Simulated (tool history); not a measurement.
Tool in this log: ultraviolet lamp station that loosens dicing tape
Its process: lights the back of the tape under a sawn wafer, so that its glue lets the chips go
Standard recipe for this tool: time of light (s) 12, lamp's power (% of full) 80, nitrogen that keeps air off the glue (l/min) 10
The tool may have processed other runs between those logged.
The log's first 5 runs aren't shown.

run   hour  time of light (s)  lamp's power (% of full)  nitrogen that keeps air off the glue (l/min)  hours of work of the lamp  hours of work since the window was cleaned  force that peels the tape off (N)  light that reached the tape (J/m2)
     157.8  -- lamp changed
  6  179.5                 19                        80                                            10                         16                                         202                              0.154                                7660
  7  220.3                 19                        80                                            10                         47                                         233                              0.150                                7640
  8  255.1                 19                        80                                            10                         74                                         259                              0.138                                7470
  9  312.1                 12                        80                                            10                        117                                         302                              0.301                                4650
 10  368.5                 12                        80                                            10                        159                                         345                              0.292                                4560
     408.7  -- window cleaned of glue's vapour
 11  415.2                 12                        80                                            10                        194                                           5                              0.354                                4200
 12  471.5                 12                        80                                            10                        237                                          48                              0.352                                4080
 13  517.6                 12                        80                                            10                        272                                          82                              0.394                                4070
 14  552.5                 12                        80                                            10                        298                                         109                              0.394                                4000
     557.8  -- window cleaned of glue's vapour, once more
 15  579.6                 12                        91                                            10                        318                                          16                              0.197                                5640
 16  635.8                 12                        80                                            10                        361                                          59                              0.250                                4920
 17  683.7                 12                        80                                            10                        397                                          95                              0.269                                4800
 18  719.6                 12                        80                                            10                        424                                         122                              0.272                                4730
 19  768.4                 12                        80                                            10                        461                                         159                              0.276                                4690
 20  804.6                 12                        80                                            10                        488                                         187                              0.276                                4630
 21  844.6                 12                        80                                            10                        519                                         217                              0.298                                4560
 22  891.7                  8                        80                                            10                        554                                         252                              0.793                                2970
 23  921.7                 12                        90                                             7                        577                                         275                              0.307                                4970

The next listed run, before its measurement:
 24  953.4                 12                        90                                             7                        601                                         299                                  ?                                   ?

force that peels the tape off (N): 0.282
light that reached the tape (J/m2): 4950
With no hidden state in the tool, this same run would have given force that peels the tape off (N) 0.195, light that reached the tape (J/m2) 5930.
